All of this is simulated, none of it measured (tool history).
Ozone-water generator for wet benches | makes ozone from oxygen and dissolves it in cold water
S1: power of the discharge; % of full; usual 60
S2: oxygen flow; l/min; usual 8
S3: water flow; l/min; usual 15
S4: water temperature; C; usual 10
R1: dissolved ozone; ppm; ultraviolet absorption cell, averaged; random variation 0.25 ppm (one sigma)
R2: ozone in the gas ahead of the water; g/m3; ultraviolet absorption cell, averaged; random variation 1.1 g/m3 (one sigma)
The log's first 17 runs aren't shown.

{"run": 18, "hour": 1446.9, "S1": 60, "S2": 8, "S3": 15, "S4": 9, "R1": 39.2, "R2": 201.6}
{"run": 19, "hour": 1521.1, "S1": 47, "S2": 9.58, "S3": 10, "S4": 10, "R1": 37.6, "R2": 149.2}
{"run": 20, "hour": 1595.2, "S1": 66, "S2": 4.21, "S3": 10, "S4": 10, "R1": 56.1, "R2": 305.8}
{"run": 21, "hour": 1648.3, "S1": 66, "S2": 4.21, "S3": 10, "S4": 10, "R1": 55.6, "R2": 308.6}
{"run": 22, "hour": 1735.9, "S1": 66, "S2": 4.01, "S3": 10, "S4": 10, "R1": 55.6, "R2": 312.8}
{"run": 23, "hour": 1828.3, "S1": 66, "S2": 4.01, "S3": 10, "S4": 10, "R1": 56, "R2": 312.4}
{"run": 24, "hour": 1924.9, "S1": 46, "S2": 8.11, "S3": 18, "S4": 6, "R1": 29, "R2": 159.2}
{"run": 25, "hour": 1988.3, "S1": 46, "S2": 8.11, "S3": 18, "S4": 7, "R1": 28.7, "R2": 158.9}
{"run": 26, "hour": 2077.0, "S1": 56, "S2": 8, "S3": 19, "S4": 6, "R1": 33.3, "R2": 191.5}
{"run": 27, "hour": 2165.5, "S1": 56, "S2": 4.95, "S3": 18, "S4": 6, "R1": 33.8, "R2": 243.6}
{"run": 28, "hour": 2216.4, "S1": 56, "S2": 4.95, "S3": 18, "S4": 6, "R1": 33.4, "R2": 246.4}
{"run": 29, "hour": 2285.4, "S1": 54, "S2": 8, "S3": 20, "S4": 7, "R1": 30.5, "R2": 184.9}
{"run": 30, "hour": 2357.6, "S1": 54, "S2": 8, "S3": 20, "S4": 7, "R1": 30.1, "R2": 184.3}
{"run": 31, "hour": 2460.4, "S1": 53, "S2": 8, "S3": 20, "S4": 7, "R1": 29.9, "R2": 179.7}
{"run": 32, "hour": 2545.0, "S1": 93, "S2": 4.14, "S3": 18, "S4": 10, "R1": 48.9, "R2": 417.9}

Forecast each of these 4 alternatives for the next run:
{"run": "A", "hour": 2658.3, "S1": 60, "S2": 4.74, "S3": 10, "S4": 9, "R1": "?", "R2": "?"}
{"run": "B", "hour": 2658.3, "S1": 60, "S2": 7.87, "S3": 21, "S4": 10, "R1": "?", "R2": "?"}
{"run": "C", "hour": 2658.3, "S1": 96, "S2": 8, "S3": 23, "S4": 8, "R1": "?", "R2": "?"}
{"run": "D", "hour": 2658.3, "S1": 60, "S2": 5.1, "S3": 15, "S4": 10, "R1": "?", "R2": "?"}

run=A R1=51.5 R2=264.5
run=B R1=30.9 R2=204.3
run=C R1=44.7 R2=302.4
run=D R1=39.3 R2=256.2
Without the tool's hidden state the same runs would have given:
run=A R1=51.6 R2=264.6
run=B R1=30.9 R2=204.4
run=C R1=44.7 R2=302.6
run=D R1=39.4 R2=256.3
